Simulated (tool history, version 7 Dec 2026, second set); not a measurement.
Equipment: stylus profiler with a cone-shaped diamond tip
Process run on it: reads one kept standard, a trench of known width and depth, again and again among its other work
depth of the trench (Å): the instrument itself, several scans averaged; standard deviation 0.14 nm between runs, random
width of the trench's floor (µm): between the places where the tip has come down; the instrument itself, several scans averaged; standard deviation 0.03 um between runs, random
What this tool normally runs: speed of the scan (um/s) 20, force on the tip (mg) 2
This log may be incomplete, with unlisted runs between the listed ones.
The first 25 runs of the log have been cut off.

| run | hour | speed of the scan (um/s) | force on the tip (mg) | scans with this tip | hours of work since the height scale was calibrated | depth of the trench (Å) | width of the trench's floor (µm) |
|---|---|---|---|---|---|---|---|
| 26 | 514 | 17 | 1.75 | 8887 | 78 | 5055.8 | 15.84 |
| 27 | 541.6 | 18 | 2.09 | 9042 | 97 | 5064.6 | 15.85 |
| 28 | 555.5 | 20 | 0.79 | 9120 | 107 | 5032.3 | 15.73 |
| 29 | 577.3 | 20 | 0.79 | 9243 | 123 | 5032.2 | 15.72 |
| 30 | 604 | 28 | 1.66 | 9394 | 142 | 5056.7 | 15.72 |
| 31 | 622.6 | 71 | 1.66 | 9499 | 155 | 5052.4 | 15.47 |
| 32 | 638.5 | 71 | 1.66 | 9588 | 166 | 5054.1 | 15.48 |
| 33 | 664.3 | 20 | 5.87 | 9734 | 184 | 5127.9 | 15.78 |
| 34 | 680.9 | 48 | 2.72 | 9827 | 196 | 5076.4 | 15.61 |
| 35 | 704.9 | 29 | 3.74 | 9962 | 213 | 5095.3 | 15.71 |
| 36 | 721 | 29 | 3.74 | 10053 | 225 | 5092.8 | 15.73 |
| 37 | 738.8 | 29 | 3.74 | 10154 | 237 | 5092.2 | 15.63 |
| 38 | 750.3 | 34 | 1.2 | 10218 | 246 | 5042.1 | 15.64 |

What if the next run were any one of these 3? Each begins from the tool's condition after run 38:
| A | 775.7 | 10 | 4.38 | 10361 | 264 | ? | ? |
| B | 775.7 | 17 | 0.77 | 10361 | 264 | ? | ? |
| C | 775.7 | 16 | 4.79 | 10361 | 264 | ? | ? |

| run | depth of the trench (Å) | width of the trench's floor (µm) |
|---|---|---|
| A | 5106.5 | 15.73 |
| B | 5029.4 | 15.59 |
| C | 5110.3 | 15.71 |
What these runs would have given with no unlogged condition in the tool:
| run | depth of the trench (Å) | width of the trench's floor (µm) |
|---|---|---|
| A | 5110.6 | 17.32 |
| B | 5033.3 | 17.18 |
| C | 5114.4 | 17.3 |
